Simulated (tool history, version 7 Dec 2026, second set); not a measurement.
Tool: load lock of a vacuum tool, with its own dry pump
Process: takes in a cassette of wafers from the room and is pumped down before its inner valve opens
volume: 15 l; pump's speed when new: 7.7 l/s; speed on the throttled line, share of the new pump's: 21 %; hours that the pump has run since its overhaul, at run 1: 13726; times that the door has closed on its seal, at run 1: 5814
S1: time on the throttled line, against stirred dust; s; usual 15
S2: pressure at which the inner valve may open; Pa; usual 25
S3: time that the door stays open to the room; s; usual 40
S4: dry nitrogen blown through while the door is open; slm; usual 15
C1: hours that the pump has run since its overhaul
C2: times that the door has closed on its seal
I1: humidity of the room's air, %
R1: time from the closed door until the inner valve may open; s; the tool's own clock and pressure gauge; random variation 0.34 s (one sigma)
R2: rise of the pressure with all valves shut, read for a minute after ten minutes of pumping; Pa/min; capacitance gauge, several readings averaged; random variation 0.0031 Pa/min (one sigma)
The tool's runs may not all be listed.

{"run": 1, "hour": 0.0, "S1": 15, "S2": 25, "S3": 40, "S4": 15, "C1": 13726, "C2": 5814, "I1": 47.5, "R1": 30.7, "R2": 0.083}
{"run": 2, "hour": 364.0, "S1": 15, "S2": 25, "S3": 40, "S4": 15, "C1": 14090, "C2": 7071, "I1": 48.4, "R1": 30.7, "R2": 0.087}
{"run": 3, "hour": 575.5, "S1": 15, "S2": 25, "S3": 40, "S4": 15, "C1": 14302, "C2": 7802, "I1": 42.8, "R1": 31.6, "R2": 0.077}
{"run": 4, "hour": 1007.9, "S1": 9, "S2": 25, "S3": 40, "S4": 15, "C1": 14734, "C2": 9295, "I1": 44.1, "R1": 26.3, "R2": 0.089}
{"run": 5, "hour": 1315.1, "S1": 15, "S2": 25, "S3": 40, "S4": 15, "C1": 15041, "C2": 10356, "I1": 45.7, "R1": 30.9, "R2": 0.095}
{"run": 6, "hour": 1638.0, "S1": 15, "S2": 25, "S3": 40, "S4": 15, "C1": 15364, "C2": 11471, "I1": 46.8, "R1": 31.4, "R2": 0.095}
{"run": 7, "hour": 2023.2, "S1": 15, "S2": 25, "S3": 40, "S4": 12, "C1": 15749, "C2": 12801, "I1": 42.3, "R1": 31, "R2": 0.108}
{"run": 8, "hour": 2445.3, "S1": 15, "S2": 25, "S3": 40, "S4": 12, "C1": 16172, "C2": 14258, "I1": 44.6, "R1": 31.8, "R2": 0.115}
{"run": 9, "hour": 2805.8, "S1": 15, "S2": 18, "S3": 40, "S4": 12, "C1": 16532, "C2": 15503, "I1": 45.1, "R1": 31.8, "R2": 0.119}
{"run": 10, "hour": 3009.5, "S1": 15, "S2": 25, "S3": 40, "S4": 5, "C1": 16736, "C2": 16206, "I1": 43.3, "R1": 31.4, "R2": 0.135}
{"run": 11, "hour": 3454.8, "S1": 15, "S2": 25, "S3": 164, "S4": 15, "C1": 17181, "C2": 17744, "I1": 44.3, "R1": 31.3, "R2": 0.194}
{"run": 12, "hour": 3696.1, "S1": 15, "S2": 25, "S3": 40, "S4": 35, "C1": 17422, "C2": 18577, "I1": 43, "R1": 31.4, "R2": 0.102}
{"run": 13, "hour": 4121.9, "S1": 15, "S2": 25, "S3": 40, "S4": 15, "C1": 17848, "C2": 20048, "I1": 45.4, "R1": 31.8, "R2": 0.134}
{"run": 14, "hour": 4319.6, "S1": 15, "S2": 24, "S3": 40, "S4": 15, "C1": 18046, "C2": 20730, "I1": 46.1, "R1": 31.4, "R2": 0.14}
{"run": 15, "hour": 4720.1, "S1": 15, "S2": 25, "S3": 40, "S4": 15, "C1": 18446, "C2": 22114, "I1": 41.3, "R1": 31.5, "R2": 0.148}
{"run": 16, "hour": 4907.2, "S1": 15, "S2": 25, "S3": 40, "S4": 15, "C1": 18633, "C2": 22760, "I1": 44, "R1": 31.4, "R2": 0.149}
{"run": 17, "hour": 5152.0, "S1": 15, "S2": 25, "S3": 40, "S4": 15, "C1": 18878, "C2": 23605, "I1": 47.8, "R1": 31.9, "R2": 0.153}
{"run": 18, "hour": 5525.8, "S1": 15, "S2": 25, "S3": 40, "S4": 15, "C1": 19252, "C2": 24896, "I1": 43.4, "R1": 31.3, "R2": 0.161}
{"run": 19, "hour": 5712.5, "S1": 15, "S2": 25, "S3": 40, "S4": 15, "C1": 19439, "C2": 25540, "I1": 46.8, "R1": 31.4, "R2": 0.165}
{"run": 20, "hour": 6026.2, "S1": 12, "S2": 25, "S3": 231, "S4": 15, "C1": 19752, "C2": 26624, "I1": 43.3, "R1": 30.2, "R2": 0.265}
{"run": 21, "hour": 6416.2, "S1": 15, "S2": 32, "S3": 46, "S4": 15, "C1": 20142, "C2": 27970, "I1": 48.1, "R1": 31.3, "R2": 0.189}
{"run": 22, "hour": 6657.2, "S1": 15, "S2": 32, "S3": 46, "S4": 15, "C1": 20383, "C2": 28803, "I1": 47.1, "R1": 31.6, "R2": 0.185}
{"run": 23, "hour": 6932.2, "S1": 15, "S2": 25, "S3": 196, "S4": 15, "C1": 20658, "C2": 29752, "I1": 46.7, "R1": 32.6, "R2": 0.28}
{"run": 24, "hour": 7226.3, "S1": 15, "S2": 45, "S3": 40, "S4": 40, "C1": 20952, "C2": 30767, "I1": 40.2, "R1": 31.1, "R2": 0.167}
{"run": 25, "hour": 7512.3, "S1": 11, "S2": 45, "S3": 49, "S4": 25, "C1": 21239, "C2": 31755, "I1": 45.2, "R1": 28, "R2": 0.203}
{"run": 26, "hour": 7966.4, "S1": 11, "S2": 35, "S3": 49, "S4": 28, "C1": 21693, "C2": 33323, "I1": 48.3, "R1": 28.9, "R2": 0.206}
{"run": 27, "hour": 8196.9, "S1": 11, "S2": 35, "S3": 227, "S4": 5, "C1": 21923, "C2": 34119, "I1": 46.9, "R1": 29.3, "R2": 0.36}
{"run": 28, "hour": 8553.5, "S1": 27, "S2": 43, "S3": 40, "S4": 5, "C1": 22280, "C2": 35351, "I1": 44, "R1": 39.8, "R2": 0.233}
{"run": 29, "hour": 8951.6, "S1": 27, "S2": 43, "S3": 40, "S4": 9, "C1": 22678, "C2": 36725, "I1": 44.3, "R1": 40, "R2": 0.234}
{"run": 30, "hour": 9274.6, "S1": 27, "S2": 43, "S3": 40, "S4": 9, "C1": 23001, "C2": 37841, "I1": 43.1, "R1": 40.3, "R2": 0.255}
{"run": 31, "hour": 9635.1, "S1": 10, "S2": 36, "S3": 111, "S4": 5, "C1": 23361, "C2": 39085, "I1": 45.2, "R1": 28.1, "R2": 0.338}
{"run": 32, "hour": 9872.1, "S1": 10, "S2": 45, "S3": 44, "S4": 5, "C1": 23598, "C2": 39904, "I1": 44, "R1": 27.7, "R2": 0.281}
{"run": 33, "hour": 10298.7, "S1": 10, "S2": 45, "S3": 44, "S4": 5, "C1": 24025, "C2": 41377, "I1": 45.2, "R1": 28.1, "R2": 0.295}
{"run": 34, "hour": 10629.5, "S1": 26, "S2": 25, "S3": 40, "S4": 16, "C1": 24356, "C2": 42519, "I1": 46.8, "R1": 41.8, "R2": 0.278}
{"run": 35, "hour": 10885.1, "S1": 9, "S2": 25, "S3": 166, "S4": 15, "C1": 24611, "C2": 43402, "I1": 49.4, "R1": 29.1, "R2": 0.368}
{"hour": 11088.5, "done": "dry pump taken out, an overhauled one fitted"}
{"run": 36, "hour": 11148.8, "S1": 9, "S2": 25, "S3": 166, "S4": 15, "C1": 60, "C2": 44292, "I1": 44.9, "R1": 23.6, "R2": 0.364}
{"run": 37, "hour": 11509.8, "S1": 9, "S2": 25, "S3": 166, "S4": 15, "C1": 421, "C2": 45538, "I1": 44.5, "R1": 22.9, "R2": 0.375}

Measured less the same run without the tool's hidden state. The same run-to-run variation is in both; the gauge's scatter may not be:
The hidden state here: pump's speed, % of a new pump's; leak at the door's seal, Pa l/s; drift of the gauge itself on ready_s, %; drift of the gauge itself on rise_pa_min, %.
run=1 R1=+2.7 R2=+0.012
run=2 R1=+2.8 R2=+0.015
run=3 R1=+2.8 R2=+0.018
run=4 R1=+3.2 R2=+0.023
run=5 R1=+3 R2=+0.026
run=6 R1=+3.1 R2=+0.03
run=7 R1=+3.2 R2=+0.036
run=8 R1=+3.3 R2=+0.041
run=9 R1=+3.5 R2=+0.046
run=10 R1=+3.4 R2=+0.051
run=11 R1=+3.5 R2=+0.056
run=12 R1=+3.6 R2=+0.059
run=13 R1=+3.7 R2=+0.067
run=14 R1=+3.7 R2=+0.071
run=15 R1=+3.8 R2=+0.078
run=16 R1=+3.9 R2=+0.08
run=17 R1=+4 R2=+0.084
run=18 R1=+4.1 R2=+0.091
run=19 R1=+4 R2=+0.093
run=20 R1=+4.3 R2=+0.1
run=21 R1=+4 R2=+0.107
run=22 R1=+4.1 R2=+0.113
run=23 R1=+4.4 R2=+0.12
run=24 R1=+4 R2=+0.127
run=25 R1=+4.4 R2=+0.136
run=26 R1=+4.7 R2=+0.142
run=27 R1=+4.8 R2=+0.148
run=28 R1=+3.5 R2=+0.154
run=29 R1=+3.4 R2=+0.163
run=30 R1=+3.5 R2=+0.178
run=31 R1=+5.1 R2=+0.186
run=32 R1=+5 R2=+0.191
run=33 R1=+5.2 R2=+0.203
run=34 R1=+4.4 R2=+0.209
run=35 R1=+6 R2=+0.217
run=36 R1=-0.1 R2=+0.226
run=37 R1=-0.1 R2=+0.237
